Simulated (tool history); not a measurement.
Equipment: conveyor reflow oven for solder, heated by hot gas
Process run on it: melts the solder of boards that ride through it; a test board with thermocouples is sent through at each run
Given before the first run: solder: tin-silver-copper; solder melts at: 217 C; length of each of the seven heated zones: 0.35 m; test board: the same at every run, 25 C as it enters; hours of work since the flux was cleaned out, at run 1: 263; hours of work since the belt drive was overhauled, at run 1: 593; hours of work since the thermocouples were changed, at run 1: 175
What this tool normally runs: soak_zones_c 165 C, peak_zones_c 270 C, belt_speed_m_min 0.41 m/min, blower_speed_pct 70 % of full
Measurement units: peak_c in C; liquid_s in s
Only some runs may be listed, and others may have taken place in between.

run	day	soak_zones_c	peak_zones_c	belt_speed_m_min	blower_speed_pct	hours of work since the flux was cleaned out	hours of work since the belt drive was overhauled	hours of work since the thermocouples were changed	peak_c	liquid_s
1	0	165	270	0.41	70	263	593	175	254.9	76.8
2	0.458	165	270	0.41	70	268	598	180	255.1	77.2
3	0.875	165	270	0.41	70	272	602	185	254.7	76.8
4	1.729	165	270	0.41	70	281	611	194	255.2	76.7
5	2.3	165	270	0.41	90	287	617	200	258.3	80.7
6	2.758	165	270	0.41	90	292	622	205	258.1	80.9
7	3.442	165	270	0.41	90	299	629	212	257.8	80.8
8	4.067	165	270	0.41	90	306	636	218	258	80.6
9	4.558	165	270	0.41	90	311	641	224	258.1	80.5
10	5.229	165	285	0.41	90	318	648	231	271.6	89.9
# day 5.688: flux residue cleaned out of gas plates and filters
11	5.821	165	285	0.41	90	1	652	235	271.7	89.4
12	6.65	165	285	0.41	90	10	661	244	271.6	89.5
13	7.379	165	270	0.366	70	18	669	251	257.9	89.9
14	8.121	165	270	0.366	70	26	677	259	257.8	90.3
15	8.683	165	270	0.41	81	32	683	265	256.3	78.3
16	9.379	165	270	0.41	81	39	690	273	256.8	78.6
17	10.142	165	270	0.41	81	47	698	281	256.1	78.4
18	10.979	171	265	0.41	70	56	707	290	251.1	75.3
# day 11.488: flux residue cleaned out of gas plates and filters, once more
19	11.633	171	265	0.41	70	2	712	294	253.6	79.1
20	12.383	152	270	0.361	61	10	720	302	257.1	85.8
21	13.167	171	270	0.38	61	18	728	311	258.1	89.3
22	13.688	168	270	0.479	59	23	733	316	249.8	61
23	14.388	176	260	0.396	77	31	741	323	251.2	83.4
24	14.9	178	273	0.396	72	36	746	329	262.8	92.9
25	15.571	165	259	0.404	70	43	753	336	247.4	71.8
26	15.95	165	270	0.342	84	47	757	340	263.3	103.9
27	16.592	165	270	0.342	84	54	764	347	263.1	103.7
28	17.508	180	268	0.41	58	64	774	357	254.8	83.6
29	17.938	180	268	0.404	58	68	779	361	255.2	85.6
30	18.35	165	261	0.359	70	73	783	366	252.4	87.5
31	19.029	160	269	0.4	63	80	790	373	254.4	76.8
32	19.667	160	269	0.4	63	87	797	379	254.6	76.6

3 ways to go on from here, each from the tool as it stands after run 32. What would each give?
A	20.075	160	283	0.431	63	91	801	384	?	?
B	20.075	160	269	0.49	82	91	801	384	?	?
C	20.075	171	277	0.485	63	91	801	384	?	?

run	peak_c	liquid_s
A	264.5	78.4
B	251.8	60.1
C	256.4	67
Without the tool's hidden state the same runs would have given:
run	peak_c	liquid_s
A	264.5	77.4
B	252	59.6
C	256.4	66.2
